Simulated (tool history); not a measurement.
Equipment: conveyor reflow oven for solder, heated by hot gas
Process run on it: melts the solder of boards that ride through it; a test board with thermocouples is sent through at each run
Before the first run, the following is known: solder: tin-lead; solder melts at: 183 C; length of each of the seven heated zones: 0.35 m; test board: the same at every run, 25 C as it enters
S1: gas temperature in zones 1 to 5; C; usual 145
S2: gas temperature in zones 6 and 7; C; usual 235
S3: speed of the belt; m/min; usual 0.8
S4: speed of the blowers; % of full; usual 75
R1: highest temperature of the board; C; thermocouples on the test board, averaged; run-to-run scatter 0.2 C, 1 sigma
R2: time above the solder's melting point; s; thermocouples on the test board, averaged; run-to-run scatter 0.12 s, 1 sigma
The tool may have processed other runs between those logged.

| run | hour | S1 | S2 | S3 | S4 | R1 | R2 |
|---|---|---|---|---|---|---|---|
| 1 | 0 | 145 | 235 | 0.8 | 75 | 218.4 | 41.7 |
| 2 | 44.9 | 145 | 235 | 0.8 | 75 | 217.9 | 41.2 |
| 3 | 95.8 | 145 | 248 | 0.8 | 75 | 228.7 | 46 |
|  | 150.2 | flux residue cleaned out of gas plates and filters |
| 4 | 188.6 | 145 | 248 | 0.8 | 75 | 227.7 | 46 |
| 5 | 286.9 | 145 | 235 | 0.8 | 85 | 218.5 | 42 |
| 6 | 351 | 134 | 235 | 0.8 | 75 | 214.2 | 36.1 |
| 7 | 399.9 | 134 | 235 | 0.8 | 75 | 213.3 | 35.8 |
| 8 | 460.2 | 134 | 235 | 0.8 | 75 | 213.1 | 35.5 |
| 9 | 511 | 134 | 235 | 0.8 | 75 | 213 | 35.6 |
| 10 | 580.8 | 134 | 235 | 0.8 | 75 | 212.3 | 35.6 |
|  | 656 | flux residue cleaned out of gas plates and filters, once more |
| 11 | 664 | 134 | 235 | 0.8 | 75 | 219.3 | 39.9 |
| 12 | 737 | 134 | 235 | 0.8 | 75 | 219.5 | 39.7 |
| 13 | 793.7 | 145 | 235 | 0.8 | 75 | 220.7 | 43.3 |
| 14 | 879.9 | 145 | 235 | 0.8 | 56 | 214.6 | 39 |
| 15 | 941.3 | 145 | 239 | 0.8 | 75 | 223.5 | 44.6 |
| 16 | 1026.4 | 145 | 239 | 0.8 | 75 | 223.1 | 44.4 |
| 17 | 1122 | 145 | 250 | 0.865 | 75 | 228.8 | 43.1 |
| 18 | 1173.7 | 159 | 234 | 0.694 | 64 | 222.6 | 55.9 |
| 19 | 1220 | 142 | 234 | 0.694 | 64 | 219.4 | 48.2 |
| 20 | 1285.4 | 142 | 234 | 0.694 | 64 | 218.9 | 48.2 |
|  | 1325 | flux residue cleaned out of gas plates and filters |
| 21 | 1352.5 | 149 | 234 | 0.701 | 64 | 222.2 | 51.7 |
| 22 | 1411.4 | 158 | 235 | 0.8 | 84 | 225.7 | 49.5 |
|  | 1425.7 | thermocouples of zones 6 and 7 changed |
|  | 1493 | belt drive overhauled, speed set with a stopwatch |
| 23 | 1518.1 | 158 | 235 | 0.844 | 62 | 216.3 | 41.7 |
| 24 | 1597.8 | 158 | 235 | 0.844 | 62 | 215.7 | 41.1 |
| 25 | 1656.3 | 135 | 237 | 0.844 | 62 | 211.8 | 32.4 |
| 26 | 1754.6 | 158 | 237 | 0.904 | 83 | 220.5 | 40.9 |
| 27 | 1804.4 | 145 | 227 | 0.8 | 63 | 207.8 | 34.5 |
| 28 | 1899.7 | 152 | 241 | 0.808 | 61 | 219.7 | 43.1 |
|  | 1993.9 | flux residue cleaned out of gas plates and filters |
| 29 | 1993.9 | 152 | 241 | 0.808 | 61 | 222.1 | 44.9 |

Consider 5 possible next runs. They are alternatives, not a sequence: every one starts from the tool as it was left by run 29. What does each give?
| A | 2088.6 | 145 | 232 | 0.8 | 75 | ? | ? |
| B | 2088.6 | 145 | 227 | 0.8 | 75 | ? | ? |
| C | 2088.6 | 141 | 241 | 0.805 | 86 | ? | ? |
| D | 2088.6 | 142 | 239 | 0.681 | 75 | ? | ? |
| E | 2088.6 | 145 | 228 | 0.8 | 75 | ? | ? |

| run | R1 | R2 |
|---|---|---|
| A | 217.5 | 41.5 |
| B | 213.1 | 39.1 |
| C | 227.4 | 44.3 |
| D | 228 | 53.5 |
| E | 214.2 | 39.5 |
Without the tool's hidden state the same runs would have given:
| run | R1 | R2 |
|---|---|---|
| A | 217.2 | 41.2 |
| B | 212.7 | 38.8 |
| C | 227.1 | 44.1 |
| D | 227.6 | 53.1 |
| E | 213.9 | 39.3 |

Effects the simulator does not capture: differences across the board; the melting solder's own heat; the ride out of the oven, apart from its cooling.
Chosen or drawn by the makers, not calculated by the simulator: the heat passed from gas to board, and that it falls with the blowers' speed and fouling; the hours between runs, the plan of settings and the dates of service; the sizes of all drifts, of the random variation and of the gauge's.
